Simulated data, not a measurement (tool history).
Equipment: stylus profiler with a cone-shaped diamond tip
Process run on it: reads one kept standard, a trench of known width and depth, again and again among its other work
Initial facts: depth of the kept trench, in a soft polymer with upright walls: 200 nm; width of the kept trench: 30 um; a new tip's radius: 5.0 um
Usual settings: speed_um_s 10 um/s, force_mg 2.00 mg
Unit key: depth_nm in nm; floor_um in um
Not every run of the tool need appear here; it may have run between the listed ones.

run,hour,speed_um_s,force_mg,depth_nm,floor_um
1,0.0,10,2.00,200.92,26.25
2,57.8,10,2.00,200.96,26.20
3,93.2,10,2.00,200.99,26.20
4,132.9,10,2.00,200.52,26.18
5,164.2,10,2.00,200.77,26.17
6,232.6,10,2.00,200.81,26.27
7,287.6,10,2.00,200.76,26.15
8,352.0,10,2.00,200.59,26.11
9,406.5,10,2.00,200.71,26.10
10,477.2,10,2.00,200.48,26.06
11,547.4,4,0.72,199.52,26.03
12,610.6,2,0.76,199.60,26.06
13,674.5,9,0.93,199.69,26.01
# hour 680.2: height scale calibrated on a step standard
14,716.9,13,3.07,200.24,26.00
15,752.8,13,3.07,200.31,25.98
16,814.3,14,1.05,199.15,25.91
17,867.8,38,0.91,198.77,25.65
18,908.3,3,1.13,199.02,25.93
19,953.7,11,4.40,200.75,25.90
20,1023.3,30,2.45,199.87,25.82

Below are 4 alternative next runs, each starting from the tool's condition after run 20. Predict each:
A,1058.8,16,0.86,?,?
B,1058.8,27,2.47,?,?
C,1058.8,4,0.80,?,?
D,1058.8,9,0.69,?,?

run,depth_nm,floor_um
A,198.54,25.84
B,199.90,25.84
C,198.49,25.87
D,198.52,25.81
Without the tool's hidden state the same runs would have given:
run,depth_nm,floor_um
A,200.95,27.13
B,202.33,27.14
C,200.90,27.16
D,200.93,27.10

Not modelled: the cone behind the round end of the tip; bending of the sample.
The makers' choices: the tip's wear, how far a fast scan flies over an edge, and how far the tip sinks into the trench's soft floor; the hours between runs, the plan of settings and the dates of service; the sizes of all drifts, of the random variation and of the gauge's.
